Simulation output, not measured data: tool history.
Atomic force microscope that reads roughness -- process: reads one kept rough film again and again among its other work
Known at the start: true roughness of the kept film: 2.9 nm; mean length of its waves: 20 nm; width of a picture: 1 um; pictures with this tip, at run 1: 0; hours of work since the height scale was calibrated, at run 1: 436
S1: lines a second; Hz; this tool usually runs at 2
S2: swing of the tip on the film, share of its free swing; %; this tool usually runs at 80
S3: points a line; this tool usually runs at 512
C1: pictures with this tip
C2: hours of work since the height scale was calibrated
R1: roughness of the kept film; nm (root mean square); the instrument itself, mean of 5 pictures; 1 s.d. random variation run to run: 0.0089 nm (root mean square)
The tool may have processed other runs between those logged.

run 1 day=0 | S1=2 S2=80 S3=512 | C1=0 C2=436 | R1=1.988
run 2 day=1.375 | S1=2 S2=80 S3=512 | C1=50 C2=459 | R1=1.984
-- day=2.783 new tip fitted
run 3 day=2.871 | S1=2 S2=80 S3=512 | C1=3 C2=483 | R1=1.961
run 4 day=4.112 | S1=2 S2=63 S3=512 | C1=48 C2=503 | R1=2.14
-- day=5.604 new tip fitted
run 5 day=5.604 | S1=2 S2=63 S3=512 | C1=0 C2=527 | R1=2.139
run 6 day=6.479 | S1=3.59 S2=80 S3=512 | C1=32 C2=541 | R1=1.844
run 7 day=7.696 | S1=3.59 S2=82 S3=512 | C1=76 C2=561 | R1=1.801
-- day=8.404 new tip fitted
run 8 day=8.404 | S1=3.59 S2=82 S3=512 | C1=0 C2=572 | R1=1.789
run 9 day=9.283 | S1=2 S2=80 S3=512 | C1=32 C2=586 | R1=1.993
run 10 day=10.304 | S1=2 S2=80 S3=512 | C1=70 C2=603 | R1=1.993
-- day=11.208 new tip fitted
run 11 day=11.367 | S1=2 S2=80 S3=512 | C1=6 C2=620 | R1=1.995
run 12 day=12.521 | S1=2 S2=80 S3=507 | C1=48 C2=639 | R1=1.997
-- day=14.058 new tip fitted
run 13 day=14.129 | S1=3.49 S2=57 S3=974 | C1=3 C2=664 | R1=2.14
run 14 day=15.183 | S1=3.49 S2=57 S3=974 | C1=41 C2=682 | R1=2.12
run 15 day=15.871 | S1=1.24 S2=60 S3=891 | C1=66 C2=693 | R1=2.191
-- day=16.929 new tip fitted
run 16 day=17.392 | S1=0.58 S2=80 S3=623 | C1=17 C2=717 | R1=2.164
run 17 day=18.167 | S1=0.58 S2=80 S3=623 | C1=46 C2=730 | R1=2.177
run 18 day=19.646 | S1=0.59 S2=83 S3=623 | C1=100 C2=754 | R1=2.149
-- day=19.8 new tip fitted
run 19 day=20.55 | S1=0.67 S2=64 S3=630 | C1=28 C2=768 | R1=2.207
run 20 day=21.838 | S1=0.67 S2=64 S3=630 | C1=75 C2=789 | R1=2.182

Forecast each of these 4 alternatives for the next run:
-- day=22.688 new tip fitted
run A day=23.396 | S1=2 S2=61 S3=512 | C1=26 C2=814 | R1=?
-- day=22.688 new tip fitted
run B day=23.396 | S1=0.6 S2=61 S3=630 | C1=26 C2=814 | R1=?
-- day=22.688 new tip fitted
run C day=23.396 | S1=1.02 S2=63 S3=291 | C1=26 C2=814 | R1=?
-- day=22.688 new tip fitted
run D day=23.396 | S1=0.59 S2=89 S3=728 | C1=26 C2=814 | R1=?

run=A R1=2.15
run=B R1=2.209
run=C R1=2.129
run=D R1=2.118
Had the tool no hidden state, the same runs would have come out as:
run=A R1=2.152
run=B R1=2.211
run=C R1=2.132
run=D R1=2.12
